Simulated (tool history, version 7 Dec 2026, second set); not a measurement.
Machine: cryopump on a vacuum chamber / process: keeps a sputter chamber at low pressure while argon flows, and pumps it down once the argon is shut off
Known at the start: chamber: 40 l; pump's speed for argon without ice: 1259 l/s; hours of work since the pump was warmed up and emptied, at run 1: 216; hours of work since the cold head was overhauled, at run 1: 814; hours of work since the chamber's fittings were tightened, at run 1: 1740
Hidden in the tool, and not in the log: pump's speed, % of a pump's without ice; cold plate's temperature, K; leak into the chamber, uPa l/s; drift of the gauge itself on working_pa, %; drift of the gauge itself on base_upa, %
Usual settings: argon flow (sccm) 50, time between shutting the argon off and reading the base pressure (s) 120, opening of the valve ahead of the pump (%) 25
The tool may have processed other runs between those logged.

run,hour,argon flow (sccm),time between shutting the argon off and reading the base pressure (s),opening of the valve ahead of the pump (%),hours of work since the pump was warmed up and emptied,hours of work since the cold head was overhauled,hours of work since the chamber's fittings were tightened,pressure while argon flows (Pa),pressure after the wait (uPa)
1,0.0,50,120,25,216,814,1740,0.2752,1.82
2,34.1,50,120,25,231,829,1755,0.2763,1.79
3,82.6,50,120,25,253,850,1776,0.2747,1.82
4,139.1,50,120,25,277,875,1801,0.2764,1.86
5,196.4,50,120,25,303,900,1826,0.2797,1.78
6,244.5,82,120,25,324,921,1847,0.4530,1.87
7,309.2,82,120,25,352,950,1876,0.4580,1.93
8,371.2,82,120,25,379,977,1903,0.4571,1.91
9,441.4,82,120,25,410,1008,1934,0.4570,1.97
10,487.4,50,120,41,430,1028,1954,0.1756,1.99
11,536.2,50,120,34,452,1049,1975,0.2081,1.97
12,594.8,50,120,34,477,1075,2001,0.2100,2.09
13,674.0,50,120,34,512,1110,2036,0.2103,2.09
14,737.6,50,120,34,540,1138,2064,0.2130,2.11
15,798.8,50,120,34,567,1165,2091,0.2137,2.12
16,839.1,50,120,34,585,1182,2108,0.2143,2.19
# hour 874.3: pump warmed up, emptied and cooled again
17,901.9,32,286,48,12,1208,2134,0.0908,1.52
18,957.0,32,286,48,36,1232,2158,0.0896,1.54
19,1023.8,32,286,48,66,1261,2187,0.0905,1.53
20,1060.9,61,60,32,82,1277,2203,0.2602,2.67
21,1110.9,34,60,18,104,1299,2225,0.2563,2.64
22,1164.1,34,60,18,127,1323,2249,0.2568,2.65
23,1199.2,34,60,18,143,1338,2264,0.2554,2.66
24,1282.3,34,60,18,179,1375,2301,0.2593,2.63
25,1355.9,34,47,21,211,1407,2333,0.2220,3.10
26,1409.0,50,120,27,235,1430,2356,0.2553,2.10
27,1472.5,50,133,60,263,1458,2384,0.1196,2.11
28,1523.2,47,120,42,285,1480,2406,0.1577,2.16
29,1562.7,47,120,42,302,1498,2424,0.1588,2.11
30,1628.5,68,29,58,331,1527,2453,0.1709,4.19

Some steps in pressure while argon flows (Pa), run to run, broken into two amounts with sign: the step expected even without the hidden condition (settings, incoming material, random variation), and the rest, left for the hidden condition together with whatever gauge scatter is not in both the measured and the hidden-condition-free result:
Run 5 -> 6: argon flow (sccm) 50 -> 82. pressure while argon flows (Pa) +0.1733: hidden state +0.0060, all else +0.1673.
Run 9 -> 10: argon flow (sccm) 82 -> 50, opening of the valve ahead of the pump (%) 25 -> 41. pressure while argon flows (Pa) -0.2814: hidden state -0.0066, all else -0.2748.
Run 16 -> 17: argon flow (sccm) 50 -> 32, time between shutting the argon off and reading the base pressure (s) 120 -> 286, opening of the valve ahead of the pump (%) 34 -> 48, pump warmed up, emptied and cooled again. pressure while argon flows (Pa) -0.1235: hidden state -0.0162, all else -0.1073.
Run 19 -> 20: argon flow (sccm) 32 -> 61, time between shutting the argon off and reading the base pressure (s) 286 -> 60, opening of the valve ahead of the pump (%) 48 -> 32. pressure while argon flows (Pa) +0.1697: hidden state +0.0019, all else +0.1678.
